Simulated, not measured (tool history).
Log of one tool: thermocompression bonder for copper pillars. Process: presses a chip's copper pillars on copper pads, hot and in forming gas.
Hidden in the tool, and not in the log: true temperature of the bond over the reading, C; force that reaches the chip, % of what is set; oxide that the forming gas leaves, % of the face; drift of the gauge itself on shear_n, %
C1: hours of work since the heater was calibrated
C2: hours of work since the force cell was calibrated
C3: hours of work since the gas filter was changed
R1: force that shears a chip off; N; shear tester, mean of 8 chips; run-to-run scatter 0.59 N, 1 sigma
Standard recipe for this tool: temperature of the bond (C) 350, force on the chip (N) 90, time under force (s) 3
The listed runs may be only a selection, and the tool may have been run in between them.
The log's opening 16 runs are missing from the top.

{"run": 17, "hour": 1090.5, "temperature of the bond (C)": 350, "force on the chip (N)": 90, "time under force (s)": 9, "C1": 727, "C2": 52, "C3": 43, "R1": 63.2}
{"run": 18, "hour": 1143.1, "temperature of the bond (C)": 350, "force on the chip (N)": 90, "time under force (s)": 9, "C1": 759, "C2": 83, "C3": 75, "R1": 64.2}
{"run": 19, "hour": 1238.4, "temperature of the bond (C)": 350, "force on the chip (N)": 90, "time under force (s)": 9, "C1": 816, "C2": 140, "C3": 132, "R1": 63.7}
{"run": 20, "hour": 1279.8, "temperature of the bond (C)": 350, "force on the chip (N)": 90, "time under force (s)": 6, "C1": 841, "C2": 165, "C3": 157, "R1": 56.4}
{"hour": 1288.7, "done": "forming gas filter changed"}
{"run": 21, "hour": 1320.2, "temperature of the bond (C)": 350, "force on the chip (N)": 90, "time under force (s)": 6, "C1": 865, "C2": 189, "C3": 19, "R1": 57.1}
{"run": 22, "hour": 1360.4, "temperature of the bond (C)": 350, "force on the chip (N)": 90, "time under force (s)": 6, "C1": 889, "C2": 213, "C3": 43, "R1": 56.7}
{"run": 23, "hour": 1438.5, "temperature of the bond (C)": 334, "force on the chip (N)": 54, "time under force (s)": 2, "C1": 936, "C2": 260, "C3": 90, "R1": 23.7}
{"run": 24, "hour": 1479.5, "temperature of the bond (C)": 334, "force on the chip (N)": 70, "time under force (s)": 4, "C1": 961, "C2": 285, "C3": 115, "R1": 37.3}
{"hour": 1557.2, "done": "forming gas filter changed"}
{"run": 25, "hour": 1565.7, "temperature of the bond (C)": 342, "force on the chip (N)": 97, "time under force (s)": 3, "C1": 1012, "C2": 336, "C3": 5, "R1": 45.2}
{"run": 26, "hour": 1626.4, "temperature of the bond (C)": 343, "force on the chip (N)": 90, "time under force (s)": 3, "C1": 1049, "C2": 373, "C3": 42, "R1": 43.5}
{"run": 27, "hour": 1721.2, "temperature of the bond (C)": 343, "force on the chip (N)": 90, "time under force (s)": 3, "C1": 1106, "C2": 430, "C3": 98, "R1": 42.2}
{"run": 28, "hour": 1785.5, "temperature of the bond (C)": 350, "force on the chip (N)": 73, "time under force (s)": 3, "C1": 1144, "C2": 468, "C3": 137, "R1": 40}
{"hour": 1823.1, "done": "forming gas filter changed"}
{"run": 29, "hour": 1865.9, "temperature of the bond (C)": 320, "force on the chip (N)": 135, "time under force (s)": 3, "C1": 1192, "C2": 516, "C3": 26, "R1": 44.9}
{"run": 30, "hour": 1930.0, "temperature of the bond (C)": 320, "force on the chip (N)": 135, "time under force (s)": 3, "C1": 1231, "C2": 555, "C3": 64, "R1": 44.7}
{"run": 31, "hour": 2015.8, "temperature of the bond (C)": 326, "force on the chip (N)": 87, "time under force (s)": 2, "C1": 1282, "C2": 607, "C3": 116, "R1": 30.3}
{"hour": 2042.4, "done": "heater calibrated with a thermocouple chip"}
{"run": 32, "hour": 2059.5, "temperature of the bond (C)": 363, "force on the chip (N)": 57, "time under force (s)": 3, "C1": 10, "C2": 632, "C3": 141, "R1": 39.2}
{"hour": 2095.8, "done": "forming gas filter changed"}
{"run": 33, "hour": 2146.8, "temperature of the bond (C)": 363, "force on the chip (N)": 63, "time under force (s)": 3, "C1": 62, "C2": 684, "C3": 31, "R1": 41.4}
{"run": 34, "hour": 2243.3, "temperature of the bond (C)": 363, "force on the chip (N)": 69, "time under force (s)": 3, "C1": 120, "C2": 742, "C3": 89, "R1": 44.5}
{"run": 35, "hour": 2290.2, "temperature of the bond (C)": 334, "force on the chip (N)": 68, "time under force (s)": 8, "C1": 149, "C2": 770, "C3": 117, "R1": 47.9}
{"run": 36, "hour": 2352.3, "temperature of the bond (C)": 369, "force on the chip (N)": 90, "time under force (s)": 9, "C1": 186, "C2": 807, "C3": 154, "R1": 70}
{"hour": 2363.6, "done": "forming gas filter changed"}
{"run": 37, "hour": 2444.4, "temperature of the bond (C)": 369, "force on the chip (N)": 90, "time under force (s)": 9, "C1": 241, "C2": 862, "C3": 49, "R1": 70.7}
{"run": 38, "hour": 2506.5, "temperature of the bond (C)": 350, "force on the chip (N)": 82, "time under force (s)": 4, "C1": 278, "C2": 899, "C3": 86, "R1": 47.9}

Consider 4 possible next runs. They are alternatives, not a sequence: every one starts from the tool as it was left by run 38. What does each give?
{"run": "A", "hour": 2601.9, "temperature of the bond (C)": 350, "force on the chip (N)": 58, "time under force (s)": 3, "C1": 336, "C2": 957, "C3": 143, "R1": "?"}
{"run": "B", "hour": 2601.9, "temperature of the bond (C)": 350, "force on the chip (N)": 58, "time under force (s)": 4, "C1": 336, "C2": 957, "C3": 143, "R1": "?"}
{"run": "C", "hour": 2601.9, "temperature of the bond (C)": 363, "force on the chip (N)": 90, "time under force (s)": 3, "C1": 336, "C2": 957, "C3": 143, "R1": "?"}
{"run": "D", "hour": 2601.9, "temperature of the bond (C)": 350, "force on the chip (N)": 95, "time under force (s)": 4, "C1": 336, "C2": 957, "C3": 143, "R1": "?"}

run=A R1=34.9
run=B R1=39
run=C R1=50.4
run=D R1=51.2
Without the tool's hidden state the same runs would have given:
run=A R1=35.4
run=B R1=39.5
run=C R1=51.1
run=D R1=51.8

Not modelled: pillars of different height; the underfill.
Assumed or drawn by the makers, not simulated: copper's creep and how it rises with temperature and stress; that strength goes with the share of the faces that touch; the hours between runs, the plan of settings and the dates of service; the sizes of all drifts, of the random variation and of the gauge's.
